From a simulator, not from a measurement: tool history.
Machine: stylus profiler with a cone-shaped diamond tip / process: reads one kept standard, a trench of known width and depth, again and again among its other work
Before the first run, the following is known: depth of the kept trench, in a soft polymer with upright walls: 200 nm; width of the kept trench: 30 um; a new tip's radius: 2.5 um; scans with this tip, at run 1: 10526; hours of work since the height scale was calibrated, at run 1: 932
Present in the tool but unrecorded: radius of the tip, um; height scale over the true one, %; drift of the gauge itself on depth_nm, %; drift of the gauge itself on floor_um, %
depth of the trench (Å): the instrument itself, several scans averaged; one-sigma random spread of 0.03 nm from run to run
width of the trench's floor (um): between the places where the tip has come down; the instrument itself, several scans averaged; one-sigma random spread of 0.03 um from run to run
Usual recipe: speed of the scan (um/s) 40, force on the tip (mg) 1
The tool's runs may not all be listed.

run	hour	speed of the scan (um/s)	force on the tip (mg)	scans with this tip	hours of work since the height scale was calibrated	depth of the trench (Å)	width of the trench's floor (um)
1	0	40	1	10526	932	2018.7	27.42
2	32.3	40	1	10748	951	2019	27.49
3	89.1	40	0.83	11136	986	2016.5	27.35
4	116	40	0.83	11321	1002	2016.4	27.41
5	164.9	40	0.83	11656	1032	2016.6	27.37
6	225.8	40	1.32	12073	1069	2022.4	27.43
7	270.2	40	1	12377	1096	2019.3	27.43
8	304.6	40	1	12612	1117	2019	27.34
9	356	40	1	12964	1148	2019.5	27.41
10	414.1	40	1	13362	1183	2018.9	27.37
11	470.3	40	1	13747	1217	2019.1	27.37
12	515.1	74	1	14054	1244	2018.7	27.03
13	576.6	40	1	14475	1281	2019.4	27.33
14	621	36	1	14779	1308	2019	27.38
15	667.5	11	1.22	15098	1337	2021.3	27.64
16	719.6	11	1.22	15454	1368	2022	27.65
17	758	30	0.75	15717	1391	2016.7	27.42
18	792.4	16	1.43	15953	1412	2024.3	27.63
19	835.5	16	1.43	16248	1438	2024.1	27.64
20	876.9	16	1.43	16531	1463	2024.5	27.5
21	939	14	0.4	16957	1501	2011.9	27.41
22	985.2	14	0.4	17273	1529	2011.8	27.45
23	1020.8	34	0.42	17517	1551	2013	27.19
24	1049.3	44	1	17712	1568	2020.7	27.28
25	1080.6	44	1	17926	1587	2019.8	27.22
26	1119.9	26	2.23	18196	1611	2032.3	27.54
27	1181.2	26	2.23	18615	1648	2032.3	27.49
28	1234.2	26	2.23	18978	1680	2032	27.46

Forecast each of these 3 alternatives for the next run:
A	1262.3	14	0.43	19170	1697	?	?
B	1262.3	12	1.04	19170	1697	?	?
C	1262.3	17	1.31	19170	1697	?	?

run	depth of the trench (Å)	width of the trench's floor (um)
A	2013.3	27.43
B	2020.9	27.57
C	2023.4	27.51
What these runs would have given with no unlogged condition in the tool:
run	depth of the trench (Å)	width of the trench's floor (um)
A	2009.6	27.82
B	2017.2	27.96
C	2019.6	27.9
